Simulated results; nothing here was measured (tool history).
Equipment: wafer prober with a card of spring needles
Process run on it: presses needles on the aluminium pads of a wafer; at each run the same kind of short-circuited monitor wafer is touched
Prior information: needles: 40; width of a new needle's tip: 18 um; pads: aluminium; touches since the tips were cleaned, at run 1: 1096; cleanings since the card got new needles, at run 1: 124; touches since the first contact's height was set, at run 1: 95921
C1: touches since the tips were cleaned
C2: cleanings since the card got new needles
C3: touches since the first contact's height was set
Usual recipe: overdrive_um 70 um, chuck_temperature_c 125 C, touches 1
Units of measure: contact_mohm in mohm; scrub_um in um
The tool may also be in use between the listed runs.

run 1 hour=0.0 | overdrive_um=70 chuck_temperature_c=125 touches=1 | C1=1096 C2=124 C3=95921 | contact_mohm=260 scrub_um=16.75
-- hour=1.6 tips cleaned on abrasive film
-- hour=5.3 tips cleaned on abrasive film
-- hour=9.1 tips cleaned on abrasive film
-- hour=12.1 tips cleaned on abrasive film
-- hour=15.8 tips cleaned on abrasive film
run 2 hour=16.6 | overdrive_um=70 chuck_temperature_c=125 touches=1 | C1=469 C2=129 C3=106298 | contact_mohm=257 scrub_um=16.58
-- hour=19.6 tips cleaned on abrasive film
-- hour=23.3 tips cleaned on abrasive film
-- hour=27.1 tips cleaned on abrasive film
run 3 hour=29.2 | overdrive_um=70 chuck_temperature_c=125 touches=1 | C1=1375 C2=132 C3=114278 | contact_mohm=267 scrub_um=16.53
-- hour=30.8 tips cleaned on abrasive film
-- hour=34.5 tips cleaned on abrasive film
-- hour=38.3 tips cleaned on abrasive film
-- hour=41.3 tips cleaned on abrasive film
run 4 hour=42.2 | overdrive_um=76 chuck_temperature_c=125 touches=1 | C1=579 C2=136 C3=122405 | contact_mohm=256 scrub_um=18.02
-- hour=44.5 tips cleaned on abrasive film
-- hour=48.3 tips cleaned on abrasive film
-- hour=52.0 tips cleaned on abrasive film
run 5 hour=53.8 | overdrive_um=76 chuck_temperature_c=125 touches=1 | C1=1172 C2=139 C3=129711 | contact_mohm=265 scrub_um=18.00
-- hour=55.4 tips cleaned on abrasive film
-- hour=59.1 tips cleaned on abrasive film
-- hour=62.9 tips cleaned on abrasive film
run 6 hour=65.5 | overdrive_um=80 chuck_temperature_c=125 touches=1 | C1=1700 C2=142 C3=137070 | contact_mohm=265 scrub_um=18.97
-- hour=66.4 tips cleaned on abrasive film
-- hour=70.1 tips cleaned on abrasive film
-- hour=73.9 tips cleaned on abrasive film
-- hour=77.6 tips cleaned on abrasive film
run 7 hour=78.9 | overdrive_um=80 chuck_temperature_c=125 touches=1 | C1=819 C2=146 C3=145438 | contact_mohm=259 scrub_um=18.88
-- hour=81.2 tips cleaned on abrasive film
-- hour=84.9 tips cleaned on abrasive film
-- hour=88.7 tips cleaned on abrasive film
run 8 hour=88.9 | overdrive_um=80 chuck_temperature_c=125 touches=1 | C1=134 C2=149 C3=151705 | contact_mohm=246 scrub_um=18.76
-- hour=91.9 tips cleaned on abrasive film
-- hour=95.7 tips cleaned on abrasive film
-- hour=99.4 tips cleaned on abrasive film
-- hour=103.2 tips cleaned on abrasive film
-- hour=106.9 tips cleaned on abrasive film
run 9 hour=107.2 | overdrive_um=80 chuck_temperature_c=125 touches=1 | C1=200 C2=154 C3=163229 | contact_mohm=255 scrub_um=18.70
-- hour=110.3 tips cleaned on abrasive film
-- hour=113.3 tips cleaned on abrasive film
-- hour=116.8 tips cleaned on abrasive film
run 10 hour=116.8 | overdrive_um=80 chuck_temperature_c=125 touches=1 | C1=0 C2=157 C3=169194 | contact_mohm=247 scrub_um=18.65
-- hour=119.8 tips cleaned on abrasive film
-- hour=123.6 tips cleaned on abrasive film
-- hour=127.3 tips cleaned on abrasive film
-- hour=131.1 tips cleaned on abrasive film
-- hour=134.1 tips cleaned on abrasive film
run 11 hour=134.7 | overdrive_um=80 chuck_temperature_c=125 touches=1 | C1=382 C2=162 C3=180428 | contact_mohm=250 scrub_um=18.70
-- hour=137.7 tips cleaned on abrasive film
-- hour=141.5 tips cleaned on abrasive film
-- hour=145.2 tips cleaned on abrasive film
-- hour=146.0 height of the first contact set anew
run 12 hour=146.0 | overdrive_um=80 chuck_temperature_c=125 touches=1 | C1=298 C2=165 C3=0 | contact_mohm=254 scrub_um=19.49
-- hour=149.0 tips cleaned on abrasive film
-- hour=152.8 tips cleaned on abrasive film
-- hour=156.5 tips cleaned on abrasive film
-- hour=160.3 tips cleaned on abrasive film
-- hour=163.3 tips cleaned on abrasive film
run 13 hour=164.0 | overdrive_um=87 chuck_temperature_c=125 touches=1 | C1=450 C2=170 C3=11301 | contact_mohm=254 scrub_um=21.22
-- hour=167.0 tips cleaned on abrasive film
-- hour=170.8 tips cleaned on abrasive film
-- hour=174.5 tips cleaned on abrasive film
run 14 hour=175.3 | overdrive_um=70 chuck_temperature_c=125 touches=2 | C1=488 C2=173 C3=18394 | contact_mohm=254 scrub_um=17.03
-- hour=177.6 tips cleaned on abrasive film
-- hour=181.3 tips cleaned on abrasive film
-- hour=185.1 tips cleaned on abrasive film
-- hour=188.8 tips cleaned on abrasive film
run 15 hour=191.7 | overdrive_um=70 chuck_temperature_c=96 touches=3 | C1=1826 C2=177 C3=28714 | contact_mohm=249 scrub_um=16.99
-- hour=192.5 tips cleaned on abrasive film
-- hour=196.2 tips cleaned on abrasive film
-- hour=200.0 tips cleaned on abrasive film
run 16 hour=201.6 | overdrive_um=70 chuck_temperature_c=96 touches=3 | C1=1041 C2=180 C3=34946 | contact_mohm=244 scrub_um=16.85
-- hour=203.2 tips cleaned on abrasive film
-- hour=206.9 tips cleaned on abrasive film
-- hour=210.7 tips cleaned on abrasive film
-- hour=213.7 tips cleaned on abrasive film
-- hour=217.4 tips cleaned on abrasive film
run 17 hour=220.4 | overdrive_um=70 chuck_temperature_c=96 touches=3 | C1=1878 C2=185 C3=46729 | contact_mohm=252 scrub_um=16.87
-- hour=221.2 tips cleaned on abrasive film
-- hour=224.9 tips cleaned on abrasive film
-- hour=228.7 tips cleaned on abrasive film
-- hour=232.4 tips cleaned on abrasive film
run 18 hour=233.7 | overdrive_um=70 chuck_temperature_c=96 touches=3 | C1=828 C2=189 C3=55105 | contact_mohm=243 scrub_um=16.84
-- hour=236.0 tips cleaned on abrasive film
-- hour=239.0 tips cleaned on abrasive film
-- hour=242.8 tips cleaned on abrasive film
run 19 hour=243.5 | overdrive_um=57 chuck_temperature_c=39 touches=1 | C1=477 C2=192 C3=61243 | contact_mohm=249 scrub_um=13.68
-- hour=245.8 tips cleaned on abrasive film
-- hour=249.6 tips cleaned on abrasive film
-- hour=253.3 tips cleaned on abrasive film
run 20 hour=254.3 | overdrive_um=89 chuck_temperature_c=124 touches=1 | C1=642 C2=195 C3=68028 | contact_mohm=254 scrub_um=21.42
-- hour=256.6 tips cleaned on abrasive film
-- hour=260.4 tips cleaned on abrasive film
-- hour=264.1 tips cleaned on abrasive film
-- hour=267.9 tips cleaned on abrasive film
-- hour=271.6 tips cleaned on abrasive film
run 21 hour=272.0 | overdrive_um=70 chuck_temperature_c=125 touches=3 | C1=223 C2=200 C3=79102 | contact_mohm=250 scrub_um=16.81
-- hour=275.0 tips cleaned on abrasive film
-- hour=278.0 tips cleaned on abrasive film
run 22 hour=280.6 | overdrive_um=70 chuck_temperature_c=125 touches=3 | C1=1635 C2=202 C3=84513 | contact_mohm=254 scrub_um=16.74
-- hour=281.4 tips cleaned on abrasive film
-- hour=285.2 tips cleaned on abrasive film
-- hour=288.9 tips cleaned on abrasive film
-- hour=300.9 card fitted with new needles
-- hour=303.9 tips cleaned on abrasive film
-- hour=307.7 tips cleaned on abrasive film
run 23 hour=310.1 | overdrive_um=70 chuck_temperature_c=125 touches=3 | C1=1587 C2=2 C3=5833 | contact_mohm=253 scrub_um=17.09
-- hour=311.0 tips cleaned on abrasive film
-- hour=314.7 tips cleaned on abrasive film
-- hour=318.5 tips cleaned on abrasive film
-- hour=322.2 tips cleaned on abrasive film
-- hour=326.0 tips cleaned on abrasive film
run 24 hour=327.3 | overdrive_um=70 chuck_temperature_c=125 touches=3 | C1=831 C2=7 C3=16571 | contact_mohm=248 scrub_um=17.04
-- hour=329.6 tips cleaned on abrasive film
-- hour=332.6 tips cleaned on abrasive film
-- hour=336.3 tips cleaned on abrasive film
-- hour=340.1 tips cleaned on abrasive film
run 25 hour=340.1 | overdrive_um=70 chuck_temperature_c=125 touches=2 | C1=19 C2=11 C3=24610 | contact_mohm=247 scrub_um=16.96
-- hour=343.1 tips cleaned on abrasive film
-- hour=346.9 tips cleaned on abrasive film
-- hour=350.7 tips cleaned on abrasive film
-- hour=354.4 tips cleaned on abrasive film
-- hour=358.2 tips cleaned on abrasive film
run 26 hour=358.7 | overdrive_um=70 chuck_temperature_c=97 touches=2 | C1=334 C2=16 C3=36263 | contact_mohm=246 scrub_um=16.84

Consider 3 possible next runs. They are alternatives, not a sequence: every one starts from the tool as it was left by run 26. What does each give?
-- hour=361.7 tips cleaned on abrasive film
-- hour=365.5 tips cleaned on abrasive film
-- hour=369.2 tips cleaned on abrasive film
-- hour=372.2 tips cleaned on abrasive film
run A hour=374.5 | overdrive_um=53 chuck_temperature_c=97 touches=2 | C1=1442 C2=20 C3=46196 | contact_mohm=? scrub_um=?
-- hour=361.7 tips cleaned on abrasive film
-- hour=365.5 tips cleaned on abrasive film
-- hour=369.2 tips cleaned on abrasive film
-- hour=372.2 tips cleaned on abrasive film
run B hour=374.5 | overdrive_um=71 chuck_temperature_c=37 touches=2 | C1=1442 C2=20 C3=46196 | contact_mohm=? scrub_um=?
-- hour=361.7 tips cleaned on abrasive film
-- hour=365.5 tips cleaned on abrasive film
-- hour=369.2 tips cleaned on abrasive film
-- hour=372.2 tips cleaned on abrasive film
run C hour=374.5 | overdrive_um=55 chuck_temperature_c=97 touches=2 | C1=1442 C2=20 C3=46196 | contact_mohm=? scrub_um=?

run=A contact_mohm=263 scrub_um=12.72
run=B contact_mohm=237 scrub_um=17.14
run=C contact_mohm=258 scrub_um=13.22
Without the tool's hidden state the same runs would have given:
run=A contact_mohm=247 scrub_um=12.93
run=B contact_mohm=226 scrub_um=17.35
run=C contact_mohm=242 scrub_um=13.42

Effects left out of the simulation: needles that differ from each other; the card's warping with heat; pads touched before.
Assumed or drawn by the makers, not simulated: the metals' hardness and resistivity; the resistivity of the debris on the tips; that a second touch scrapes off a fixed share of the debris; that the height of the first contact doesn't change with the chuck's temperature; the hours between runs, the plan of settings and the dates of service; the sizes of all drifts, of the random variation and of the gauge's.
